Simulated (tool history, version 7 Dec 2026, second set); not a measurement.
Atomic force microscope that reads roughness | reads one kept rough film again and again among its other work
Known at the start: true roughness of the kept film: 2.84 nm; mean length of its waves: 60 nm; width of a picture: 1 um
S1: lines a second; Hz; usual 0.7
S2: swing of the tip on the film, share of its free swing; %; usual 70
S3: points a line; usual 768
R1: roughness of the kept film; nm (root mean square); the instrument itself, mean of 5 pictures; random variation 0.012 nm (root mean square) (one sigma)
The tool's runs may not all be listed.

Run 1, hour 0: usual settings. Result: R1 2.687 nm (root mean square).
Run 2, hour 22.1: usual settings but S3 718. Result: R1 2.672 nm (root mean square).
Run 3, hour 58.1: usual settings but S3 718. Result: R1 2.671 nm (root mean square).
Run 4, hour 102.3: usual settings but S3 718. Result: R1 2.631 nm (root mean square).
At hour 125.7: new tip fitted.
Run 5, hour 135.3: usual settings but S3 718. Result: R1 2.713 nm (root mean square).
Run 6, hour 187.5: usual settings but S3 718. Result: R1 2.647 nm (root mean square).
Run 7, hour 236: usual settings but S2 65 %, S3 471. Result: R1 2.619 nm (root mean square).
At hour 271.4: new tip fitted.
Run 8, hour 289.3: usual settings but S1 3.019 Hz, S3 637. Result: R1 2.546 nm (root mean square).
Run 9, hour 332: usual settings but S1 3.019 Hz, S3 637. Result: R1 2.505 nm (root mean square).
Run 10, hour 362.2: usual settings but S1 0.794 Hz, S3 680. Result: R1 2.624 nm (root mean square).

Forecast each of these 4 alternatives for the next run:
Run A, hour 403.9: usual settings but S1 0.779 Hz, S2 78 %, S3 378. Result: R1 ?.
Run B, hour 403.9: usual settings but S1 0.774 Hz, S2 59 %. Result: R1 ?.
Run C, hour 403.9: usual settings but S2 74 %, S3 598. Result: R1 ?.
Run D, hour 403.9: usual settings but S1 0.794 Hz, S3 526. Result: R1 ?.

run     R1
  A  2.552
  B  2.628
  C  2.599
  D  2.588
Without the tool's hidden state the same runs would have given:
run     R1
  A  2.676
  B  2.756
  C  2.725
  D  2.714
